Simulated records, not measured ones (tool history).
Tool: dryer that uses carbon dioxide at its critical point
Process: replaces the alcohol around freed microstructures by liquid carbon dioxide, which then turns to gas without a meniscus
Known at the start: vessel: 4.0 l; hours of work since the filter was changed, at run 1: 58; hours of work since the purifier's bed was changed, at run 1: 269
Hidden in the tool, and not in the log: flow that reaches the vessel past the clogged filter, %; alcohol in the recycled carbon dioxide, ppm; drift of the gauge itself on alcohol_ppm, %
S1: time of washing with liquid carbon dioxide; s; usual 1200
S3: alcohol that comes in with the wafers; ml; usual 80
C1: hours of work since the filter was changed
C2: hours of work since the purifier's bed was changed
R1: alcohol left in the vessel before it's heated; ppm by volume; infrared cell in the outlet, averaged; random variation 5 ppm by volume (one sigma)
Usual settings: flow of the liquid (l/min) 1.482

{"run": 1, "hour": 0.0, "S1": 1200, "flow of the liquid (l/min)": 1.482, "S3": 80, "C1": 58, "C2": 269, "R1": 156}
{"run": 2, "hour": 48.5, "S1": 1200, "flow of the liquid (l/min)": 1.482, "S3": 80, "C1": 74, "C2": 285, "R1": 171}
{"run": 3, "hour": 103.9, "S1": 960, "flow of the liquid (l/min)": 1.482, "S3": 80, "C1": 92, "C2": 304, "R1": 278}
{"run": 4, "hour": 152.2, "S1": 960, "flow of the liquid (l/min)": 1.482, "S3": 80, "C1": 108, "C2": 320, "R1": 286}
{"run": 5, "hour": 188.7, "S1": 960, "flow of the liquid (l/min)": 1.482, "S3": 80, "C1": 120, "C2": 332, "R1": 292}
{"run": 6, "hour": 232.8, "S1": 720, "flow of the liquid (l/min)": 1.482, "S3": 80, "C1": 135, "C2": 347, "R1": 695}
{"run": 7, "hour": 263.7, "S1": 720, "flow of the liquid (l/min)": 1.09, "S3": 80, "C1": 145, "C2": 357, "R1": 1516}
{"run": 8, "hour": 299.0, "S1": 1200, "flow of the liquid (l/min)": 1.482, "S3": 80, "C1": 157, "C2": 369, "R1": 197}
{"run": 9, "hour": 331.6, "S1": 1260, "flow of the liquid (l/min)": 1.482, "S3": 80, "C1": 168, "C2": 379, "R1": 186}
{"run": 10, "hour": 379.0, "S1": 1260, "flow of the liquid (l/min)": 1.482, "S3": 80, "C1": 184, "C2": 395, "R1": 201}
{"run": 11, "hour": 416.2, "S1": 1200, "flow of the liquid (l/min)": 1.77, "S3": 80, "C1": 196, "C2": 407, "R1": 177}
{"run": 12, "hour": 459.7, "S1": 1200, "flow of the liquid (l/min)": 1.77, "S3": 80, "C1": 210, "C2": 422, "R1": 195}
{"run": 13, "hour": 494.9, "S1": 1200, "flow of the liquid (l/min)": 1.77, "S3": 80, "C1": 222, "C2": 434, "R1": 192}
{"run": 14, "hour": 543.6, "S1": 1200, "flow of the liquid (l/min)": 1.77, "S3": 80, "C1": 238, "C2": 450, "R1": 201}
{"run": 15, "hour": 582.1, "S1": 1200, "flow of the liquid (l/min)": 1.482, "S3": 80, "C1": 251, "C2": 463, "R1": 250}
{"run": 16, "hour": 620.1, "S1": 1200, "flow of the liquid (l/min)": 1.482, "S3": 80, "C1": 264, "C2": 475, "R1": 248}
{"run": 17, "hour": 672.8, "S1": 1200, "flow of the liquid (l/min)": 1.482, "S3": 53, "C1": 281, "C2": 493, "R1": 247}
{"run": 18, "hour": 729.9, "S1": 1200, "flow of the liquid (l/min)": 1.482, "S3": 53, "C1": 300, "C2": 512, "R1": 248}
{"run": 19, "hour": 790.3, "S1": 1200, "flow of the liquid (l/min)": 1.482, "S3": 80, "C1": 320, "C2": 532, "R1": 287}
{"run": 20, "hour": 838.3, "S1": 1200, "flow of the liquid (l/min)": 1.482, "S3": 80, "C1": 336, "C2": 548, "R1": 282}
{"hour": 861.2, "done": "inlet filter changed"}
{"run": 21, "hour": 889.2, "S1": 1560, "flow of the liquid (l/min)": 1.04, "S3": 80, "C1": 9, "C2": 564, "R1": 275}
{"run": 22, "hour": 923.3, "S1": 1080, "flow of the liquid (l/min)": 1.03, "S3": 48, "C1": 21, "C2": 576, "R1": 442}
{"run": 23, "hour": 968.9, "S1": 900, "flow of the liquid (l/min)": 2.35, "S3": 118, "C1": 36, "C2": 591, "R1": 246}
{"run": 24, "hour": 1027.7, "S1": 900, "flow of the liquid (l/min)": 2.35, "S3": 118, "C1": 55, "C2": 610, "R1": 256}
{"run": 25, "hour": 1082.9, "S1": 780, "flow of the liquid (l/min)": 2.24, "S3": 107, "C1": 74, "C2": 629, "R1": 307}
{"run": 26, "hour": 1118.6, "S1": 1080, "flow of the liquid (l/min)": 2.24, "S3": 57, "C1": 86, "C2": 641, "R1": 236}
{"run": 27, "hour": 1146.5, "S1": 1560, "flow of the liquid (l/min)": 1.482, "S3": 38, "C1": 95, "C2": 650, "R1": 248}
{"run": 28, "hour": 1181.7, "S1": 1560, "flow of the liquid (l/min)": 1.482, "S3": 38, "C1": 107, "C2": 662, "R1": 257}
{"run": 29, "hour": 1226.9, "S1": 1560, "flow of the liquid (l/min)": 1.482, "S3": 38, "C1": 122, "C2": 677, "R1": 276}
{"run": 30, "hour": 1264.5, "S1": 1560, "flow of the liquid (l/min)": 1.482, "S3": 38, "C1": 134, "C2": 689, "R1": 261}
{"run": 31, "hour": 1313.5, "S1": 840, "flow of the liquid (l/min)": 0.93, "S3": 95, "C1": 150, "C2": 705, "R1": 1922}
{"run": 32, "hour": 1346.6, "S1": 1020, "flow of the liquid (l/min)": 1.15, "S3": 45, "C1": 161, "C2": 716, "R1": 493}
{"run": 33, "hour": 1382.7, "S1": 1620, "flow of the liquid (l/min)": 1.48, "S3": 49, "C1": 173, "C2": 728, "R1": 268}
{"run": 34, "hour": 1435.5, "S1": 1200, "flow of the liquid (l/min)": 0.9, "S3": 80, "C1": 191, "C2": 746, "R1": 814}
{"run": 35, "hour": 1481.6, "S1": 1200, "flow of the liquid (l/min)": 1.03, "S3": 50, "C1": 206, "C2": 761, "R1": 497}
{"run": 36, "hour": 1531.3, "S1": 720, "flow of the liquid (l/min)": 1.482, "S3": 23, "C1": 223, "C2": 778, "R1": 473}
{"run": 37, "hour": 1558.8, "S1": 1200, "flow of the liquid (l/min)": 1.482, "S3": 22, "C1": 232, "C2": 787, "R1": 309}
{"run": 38, "hour": 1597.5, "S1": 1200, "flow of the liquid (l/min)": 1.482, "S3": 22, "C1": 245, "C2": 800, "R1": 317}
{"run": 39, "hour": 1653.5, "S1": 1020, "flow of the liquid (l/min)": 1.482, "S3": 21, "C1": 263, "C2": 818, "R1": 340}

4 ways to go on from here, each from the tool as it stands after run 39. What would each give?
{"hour": 1667.4, "done": "purifier's bed changed"}
{"run": "A", "hour": 1712.7, "S1": 1200, "flow of the liquid (l/min)": 1.05, "S3": 24, "C1": 282, "C2": 15, "R1": "?"}
{"hour": 1667.4, "done": "purifier's bed changed"}
{"run": "B", "hour": 1712.7, "S1": 1020, "flow of the liquid (l/min)": 2.21, "S3": 21, "C1": 282, "C2": 15, "R1": "?"}
{"hour": 1667.4, "done": "purifier's bed changed"}
{"run": "C", "hour": 1712.7, "S1": 1200, "flow of the liquid (l/min)": 1.482, "S3": 51, "C1": 282, "C2": 15, "R1": "?"}
{"hour": 1667.4, "done": "purifier's bed changed"}
{"run": "D", "hour": 1712.7, "S1": 1320, "flow of the liquid (l/min)": 1.482, "S3": 32, "C1": 282, "C2": 15, "R1": "?"}

run=A R1=108
run=B R1=21
run=C R1=55
run=D R1=29
Without the tool's hidden state the same runs would have given:
run=A R1=61
run=B R1=12
run=C R1=27
run=D R1=15

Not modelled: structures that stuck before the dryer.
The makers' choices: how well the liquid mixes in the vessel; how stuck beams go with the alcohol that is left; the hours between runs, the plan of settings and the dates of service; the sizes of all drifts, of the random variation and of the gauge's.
